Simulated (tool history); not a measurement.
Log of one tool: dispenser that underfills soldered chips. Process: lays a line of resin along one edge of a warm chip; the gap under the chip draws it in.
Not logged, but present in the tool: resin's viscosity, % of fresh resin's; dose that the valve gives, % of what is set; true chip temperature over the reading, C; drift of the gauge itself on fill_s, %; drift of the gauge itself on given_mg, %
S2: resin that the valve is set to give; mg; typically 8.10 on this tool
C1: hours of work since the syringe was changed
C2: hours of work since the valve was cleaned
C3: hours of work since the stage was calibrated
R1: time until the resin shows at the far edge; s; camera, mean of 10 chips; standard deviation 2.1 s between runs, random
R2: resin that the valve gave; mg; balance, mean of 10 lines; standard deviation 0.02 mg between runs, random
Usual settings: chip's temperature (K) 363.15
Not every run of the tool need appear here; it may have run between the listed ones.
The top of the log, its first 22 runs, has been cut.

-- day=6.379 new syringe of resin
run 23 day=6.508 | chip's_temperature_(K)=356.15 S2=10.05 | C1=2 C2=12 C3=269 | R1=293.0 R2=9.90
-- day=6.788 new syringe of resin
run 24 day=6.908 | chip's_temperature_(K)=356.15 S2=10.05 | C1=2 C2=19 C3=276 | R1=283.1 R2=9.93
run 25 day=7.117 | chip's_temperature_(K)=353.15 S2=7.29 | C1=6 C2=23 C3=280 | R1=447.6 R2=7.17
-- day=7.204 new syringe of resin
run 26 day=7.333 | chip's_temperature_(K)=372.15 S2=7.73 | C1=2 C2=27 C3=284 | R1=162.7 R2=7.57
run 27 day=7.554 | chip's_temperature_(K)=361.15 S2=8.50 | C1=7 C2=31 C3=288 | R1=312.5 R2=8.33
-- day=7.625 new syringe of resin
run 28 day=7.938 | chip's_temperature_(K)=363.15 S2=7.25 | C1=6 C2=38 C3=295 | R1=284.0 R2=7.03
-- day=8.046 new syringe of resin
run 29 day=8.162 | chip's_temperature_(K)=360.15 S2=6.92 | C1=2 C2=42 C3=299 | R1=268.5 R2=6.69
-- day=8.338 dispensing valve cleaned and set on the balance
-- day=8.500 new syringe of resin
run 30 day=8.504 | chip's_temperature_(K)=360.15 S2=6.92 | C1=0 C2=3 C3=305 | R1=228.4 R2=6.91
run 31 day=8.754 | chip's_temperature_(K)=377.15 S2=8.74 | C1=5 C2=8 C3=310 | R1=145.1 R2=8.68
-- day=8.904 new syringe of resin
run 32 day=9.146 | chip's_temperature_(K)=363.15 S2=8.63 | C1=5 C2=15 C3=317 | R1=249.4 R2=8.54
-- day=9.304 new syringe of resin
run 33 day=9.525 | chip's_temperature_(K)=367.15 S2=8.25 | C1=4 C2=22 C3=324 | R1=216.0 R2=8.13
-- day=9.712 new syringe of resin
-- day=9.929 stage's temperature calibrated
run 34 day=9.967 | chip's_temperature_(K)=367.15 S2=8.25 | C1=4 C2=29 C3=1 | R1=223.3 R2=8.04
-- day=10.154 new syringe of resin
run 35 day=10.217 | chip's_temperature_(K)=370.15 S2=7.54 | C1=1 C2=34 C3=5 | R1=170.8 R2=7.32
run 36 day=10.408 | chip's_temperature_(K)=370.15 S2=7.54 | C1=5 C2=37 C3=9 | R1=214.5 R2=7.32

Predict each of these 3 candidate next runs independently; none follows another, all start after run 36:
-- day=10.558 new syringe of resin
run A day=10.583 | chip's_temperature_(K)=351.15 S2=9.81 | C1=0 C2=40 C3=12 | R1=? R2=?
-- day=10.558 new syringe of resin
run B day=10.583 | chip's_temperature_(K)=363.15 S2=6.91 | C1=0 C2=40 C3=12 | R1=? R2=?
-- day=10.558 new syringe of resin
run C day=10.583 | chip's_temperature_(K)=370.15 S2=8.09 | C1=0 C2=40 C3=12 | R1=? R2=?

run=A R1=346.5 R2=9.53
run=B R1=226.9 R2=6.65
run=C R1=162.7 R2=7.82
Had the tool no hidden state, the same runs would have come out as:
run=A R1=337.6 R2=9.84
run=B R1=218.4 R2=6.87
run=C R1=157.6 R2=8.09
